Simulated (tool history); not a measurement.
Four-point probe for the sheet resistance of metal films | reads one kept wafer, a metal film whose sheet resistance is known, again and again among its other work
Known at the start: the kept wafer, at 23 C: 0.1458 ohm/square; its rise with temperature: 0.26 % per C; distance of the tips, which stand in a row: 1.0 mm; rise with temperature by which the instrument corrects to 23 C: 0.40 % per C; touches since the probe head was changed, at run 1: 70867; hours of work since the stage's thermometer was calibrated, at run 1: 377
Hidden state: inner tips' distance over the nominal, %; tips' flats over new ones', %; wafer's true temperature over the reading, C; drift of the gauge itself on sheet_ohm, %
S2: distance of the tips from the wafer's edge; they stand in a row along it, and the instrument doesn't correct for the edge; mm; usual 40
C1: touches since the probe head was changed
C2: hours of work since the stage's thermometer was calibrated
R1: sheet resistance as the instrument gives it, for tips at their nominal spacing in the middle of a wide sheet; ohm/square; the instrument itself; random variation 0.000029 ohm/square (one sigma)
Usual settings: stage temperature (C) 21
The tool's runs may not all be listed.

run 1 hour=0 | stage_temperature_(C)=21 S2=40 | C1=70867 C2=377 | R1=0.145494
run 2 hour=42.2 | stage_temperature_(C)=21 S2=43 | C1=72428 C2=409 | R1=0.145534
run 3 hour=96 | stage_temperature_(C)=21 S2=5 | C1=74419 C2=450 | R1=0.148512
run 4 hour=154.6 | stage_temperature_(C)=21 S2=5 | C1=76587 C2=494 | R1=0.148542
run 5 hour=217.5 | stage_temperature_(C)=21 S2=5 | C1=78913 C2=541 | R1=0.148486
run 6 hour=294 | stage_temperature_(C)=21 S2=5 | C1=81742 C2=599 | R1=0.14855
run 7 hour=362 | stage_temperature_(C)=21 S2=5 | C1=84259 C2=650 | R1=0.148505
run 8 hour=421.2 | stage_temperature_(C)=21 S2=5 | C1=86447 C2=695 | R1=0.148411
run 9 hour=460.9 | stage_temperature_(C)=21 S2=5 | C1=87918 C2=725 | R1=0.148509
run 10 hour=523.4 | stage_temperature_(C)=34 S2=45 | C1=90229 C2=772 | R1=0.142816
-- hour=529 stage's thermometer calibrated
run 11 hour=610.2 | stage_temperature_(C)=26 S2=61 | C1=93421 C2=61 | R1=0.144383
run 12 hour=652 | stage_temperature_(C)=21 S2=12 | C1=94967 C2=93 | R1=0.145949
-- hour=719.8 stage's thermometer calibrated, once more
run 13 hour=731.5 | stage_temperature_(C)=21 S2=12 | C1=97890 C2=9 | R1=0.145695
run 14 hour=788.3 | stage_temperature_(C)=33 S2=40 | C1=99989 C2=52 | R1=0.142816
run 15 hour=865.9 | stage_temperature_(C)=20 S2=7 | C1=102861 C2=110 | R1=0.146921
run 16 hour=916.8 | stage_temperature_(C)=20 S2=7 | C1=104746 C2=149 | R1=0.146868
run 17 hour=1004.4 | stage_temperature_(C)=21 S2=4 | C1=107986 C2=215 | R1=0.1498
run 18 hour=1071.7 | stage_temperature_(C)=20 S2=14 | C1=110473 C2=265 | R1=0.145635

Measured less the same run without the tool's hidden state. The same run-to-run variation is in both; the gauge's scatter may not be:
run=1 R1=-0.000709
run=2 R1=-0.00072
run=3 R1=-0.000749
run=4 R1=-0.000763
run=5 R1=-0.000779
run=6 R1=-0.0008
run=7 R1=-0.000817
run=8 R1=-0.000833
run=9 R1=-0.000846
run=10 R1=-0.000836
run=11 R1=-0.000803
run=12 R1=-0.000821
run=13 R1=-0.001075
run=14 R1=-0.001068
run=15 R1=-0.00112
run=16 R1=-0.001134
run=17 R1=-0.001181
run=18 R1=-0.001167
